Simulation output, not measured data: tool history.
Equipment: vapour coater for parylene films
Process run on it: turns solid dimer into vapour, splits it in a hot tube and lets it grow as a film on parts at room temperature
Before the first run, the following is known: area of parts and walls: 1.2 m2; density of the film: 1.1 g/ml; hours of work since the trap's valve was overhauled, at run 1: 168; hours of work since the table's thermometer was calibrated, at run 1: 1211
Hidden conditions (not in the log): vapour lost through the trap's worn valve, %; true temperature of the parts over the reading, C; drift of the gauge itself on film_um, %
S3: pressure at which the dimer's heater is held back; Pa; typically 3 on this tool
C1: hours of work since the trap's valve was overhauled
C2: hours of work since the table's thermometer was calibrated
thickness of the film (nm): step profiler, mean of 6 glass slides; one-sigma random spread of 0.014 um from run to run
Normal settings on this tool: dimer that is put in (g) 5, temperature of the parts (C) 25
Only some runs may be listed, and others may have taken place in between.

Run 1, day 0: usual settings; C1 168; C2 1211. Result: thickness of the film (nm) 2340.
Run 2, day 1.079: usual settings but S3 3.29 Pa; C1 184; C2 1227. Result: thickness of the film (nm) 2270.
Run 3, day 2.246: usual settings but S3 3.29 Pa; C1 201; C2 1245. Result: thickness of the film (nm) 2290.
Run 4, day 4.762: usual settings but S3 3.29 Pa; C1 239; C2 1282. Result: thickness of the film (nm) 2270.
Run 5, day 7.017: usual settings but S3 3.29 Pa; C1 273; C2 1316. Result: thickness of the film (nm) 2240.
Run 6, day 9.138: usual settings but S3 3.29 Pa; C1 305; C2 1348. Result: thickness of the film (nm) 2260.
At day 9.525: trap's valve overhauled.
Run 7, day 11.542: usual settings but S3 3.29 Pa; C1 30; C2 1382. Result: thickness of the film (nm) 2320.
Run 8, day 12.95: usual settings but S3 4.02 Pa; C1 52; C2 1403. Result: thickness of the film (nm) 2240.
Run 9, day 15: usual settings but dimer that is put in (g) 2; C1 83; C2 1434. Result: thickness of the film (nm) 960.
Run 10, day 16.996: usual settings but dimer that is put in (g) 2; C1 113; C2 1464. Result: thickness of the film (nm) 930.
Run 11, day 18.917: usual settings but temperature of the parts (C) 34, S3 6.05 Pa; C1 142; C2 1493. Result: thickness of the film (nm) 1630.
Run 12, day 21.392: usual settings but temperature of the parts (C) 20, S3 7.39 Pa; C1 179; C2 1531. Result: thickness of the film (nm) 2120.
Run 13, day 22.562: usual settings but temperature of the parts (C) 21, S3 9.3 Pa; C1 197; C2 1548. Result: thickness of the film (nm) 1960.
Run 14, day 24.571: usual settings but dimer that is put in (g) 6, temperature of the parts (C) 36, S3 2.08 Pa; C1 227; C2 1579. Result: thickness of the film (nm) 2380.
Run 15, day 26.025: usual settings but temperature of the parts (C) 36, S3 3.68 Pa; C1 249; C2 1601. Result: thickness of the film (nm) 1740.
Run 16, day 27.638: usual settings but temperature of the parts (C) 36, S3 3.68 Pa; C1 273; C2 1625. Result: thickness of the film (nm) 1730.
Run 17, day 29.542: usual settings but dimer that is put in (g) 3, S3 3.68 Pa; C1 302; C2 1654. Result: thickness of the film (nm) 1310.

Measured minus without-hidden-state, run by run (identical run-to-run variation in each term; gauge scatter may differ):
run  thickness of the film (nm)
  1                         -70
  2                         -70
  3                         -80
  4                         -90
  5                        -110
  6                        -110
  7                         -30
  8                         -40
  9                         -20
 10                         -20
 11                         -40
 12                         -70
 13                         -70
 14                        -100
 15                         -70
 16                         -80
 17                         -70
